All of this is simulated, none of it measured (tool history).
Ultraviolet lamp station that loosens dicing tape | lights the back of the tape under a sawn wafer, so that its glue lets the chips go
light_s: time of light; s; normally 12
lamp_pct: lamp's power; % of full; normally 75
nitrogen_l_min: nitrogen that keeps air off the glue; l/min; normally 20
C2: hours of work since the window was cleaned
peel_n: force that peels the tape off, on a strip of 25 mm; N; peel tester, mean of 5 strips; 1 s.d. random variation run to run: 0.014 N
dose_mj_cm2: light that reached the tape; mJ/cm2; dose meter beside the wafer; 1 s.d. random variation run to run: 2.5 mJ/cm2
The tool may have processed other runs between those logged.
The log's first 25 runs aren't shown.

Run 26, hour 1062.3: usual settings but light_s 11 s, lamp_pct 80 % of full, nitrogen_l_min 8 l/min; hours of work of the lamp 1877; C2 113. Result: peel_n 1.371 N, dose_mj_cm2 283 mJ/cm2.
Run 27, hour 1103.5: usual settings but light_s 11 s, lamp_pct 80 % of full, nitrogen_l_min 8 l/min; hours of work of the lamp 1903; C2 139. Result: peel_n 1.316 N, dose_mj_cm2 282 mJ/cm2.
At hour 1124.7: lamp changed.
Run 28, hour 1161.5: usual settings but light_s 8 s; hours of work of the lamp 23; C2 174. Result: peel_n 1.357 N, dose_mj_cm2 194 mJ/cm2.
Run 29, hour 1212.1: usual settings but light_s 8 s, lamp_pct 81 % of full, nitrogen_l_min 7 l/min; hours of work of the lamp 55; C2 206. Result: peel_n 2.179 N, dose_mj_cm2 210 mJ/cm2.
Run 30, hour 1273.2: usual settings but nitrogen_l_min 24 l/min; hours of work of the lamp 93; C2 244. Result: peel_n 0.582 N, dose_mj_cm2 289 mJ/cm2.
Run 31, hour 1308.9: usual settings but light_s 22 s, lamp_pct 93 % of full, nitrogen_l_min 29 l/min; hours of work of the lamp 116; C2 267. Result: peel_n 0.238 N, dose_mj_cm2 656 mJ/cm2.
Run 32, hour 1371.9: usual settings but light_s 10 s, lamp_pct 77 % of full, nitrogen_l_min 9 l/min; hours of work of the lamp 155; C2 306. Result: peel_n 1.500 N, dose_mj_cm2 247 mJ/cm2.
Run 33, hour 1419.4: usual settings but light_s 18 s, lamp_pct 98 % of full, nitrogen_l_min 8 l/min; hours of work of the lamp 185; C2 336. Result: peel_n 0.398 N, dose_mj_cm2 569 mJ/cm2.
Run 34, hour 1456.7: usual settings but light_s 18 s, lamp_pct 98 % of full, nitrogen_l_min 8 l/min; hours of work of the lamp 208; C2 360. Result: peel_n 0.425 N, dose_mj_cm2 571 mJ/cm2.
Run 35, hour 1488.4: usual settings but light_s 11 s, lamp_pct 92 % of full, nitrogen_l_min 38 l/min; hours of work of the lamp 228; C2 379. Result: peel_n 0.371 N, dose_mj_cm2 324 mJ/cm2.
Run 36, hour 1550.3: usual settings but light_s 19 s, lamp_pct 96 % of full, nitrogen_l_min 35 l/min; hours of work of the lamp 267; C2 418. Result: peel_n 0.248 N, dose_mj_cm2 588 mJ/cm2.
Run 37, hour 1597.6: usual settings but light_s 19 s, lamp_pct 96 % of full, nitrogen_l_min 35 l/min; hours of work of the lamp 297; C2 448. Result: peel_n 0.259 N, dose_mj_cm2 582 mJ/cm2.
Run 38, hour 1646.9: usual settings but light_s 14 s, lamp_pct 83 % of full, nitrogen_l_min 35 l/min; hours of work of the lamp 328; C2 479. Result: peel_n 0.323 N, dose_mj_cm2 375 mJ/cm2.
Run 39, hour 1693.3: usual settings but light_s 14 s, lamp_pct 83 % of full, nitrogen_l_min 35 l/min; hours of work of the lamp 357; C2 508. Result: peel_n 0.314 N, dose_mj_cm2 373 mJ/cm2.
At hour 1712.1: window cleaned of glue's vapour.
Run 40, hour 1751.1: usual settings but light_s 15 s, lamp_pct 98 % of full, nitrogen_l_min 23 l/min; hours of work of the lamp 393; C2 24. Result: peel_n 0.287 N, dose_mj_cm2 472 mJ/cm2.
Run 41, hour 1812.2: usual settings but light_s 10 s, lamp_pct 89 % of full, nitrogen_l_min 31 l/min; hours of work of the lamp 431; C2 63. Result: peel_n 0.514 N, dose_mj_cm2 286 mJ/cm2.
Run 42, hour 1863.2: usual settings but light_s 8 s, lamp_pct 87 % of full, nitrogen_l_min 35 l/min; hours of work of the lamp 463; C2 95. Result: peel_n 0.728 N, dose_mj_cm2 227 mJ/cm2.
Run 43, hour 1920.8: usual settings but light_s 8 s, lamp_pct 72 % of full, nitrogen_l_min 35 l/min; hours of work of the lamp 499; C2 131. Result: peel_n 1.027 N, dose_mj_cm2 185 mJ/cm2.

Each row is a separate what-if for the run after 43, all from the same tool condition, not one after another. Results?
Run A, hour 1977.8: usual settings but light_s 8 s, lamp_pct 65 % of full, nitrogen_l_min 11 l/min; hours of work of the lamp 535; C2 167. Result: peel_n ?, dose_mj_cm2 ?.
Run B, hour 1977.8: usual settings but lamp_pct 99 % of full, nitrogen_l_min 8 l/min; hours of work of the lamp 535; C2 167. Result: peel_n ?, dose_mj_cm2 ?.
Run C, hour 1977.8: usual settings but light_s 19 s, lamp_pct 62 % of full, nitrogen_l_min 8 l/min; hours of work of the lamp 535; C2 167. Result: peel_n ?, dose_mj_cm2 ?.
Run D, hour 1977.8: usual settings but light_s 7 s, nitrogen_l_min 31 l/min; hours of work of the lamp 535; C2 167. Result: peel_n ?, dose_mj_cm2 ?.

run  peel_n  dose_mj_cm2
  A   2.178          168
  B   0.802          377
  C   0.814          382
  D   1.222          168
Without the tool's unlogged condition, the same runs would have read:
run  peel_n  dose_mj_cm2
  A   2.177          168
  B   0.801          378
  C   0.813          382
  D   1.221          169
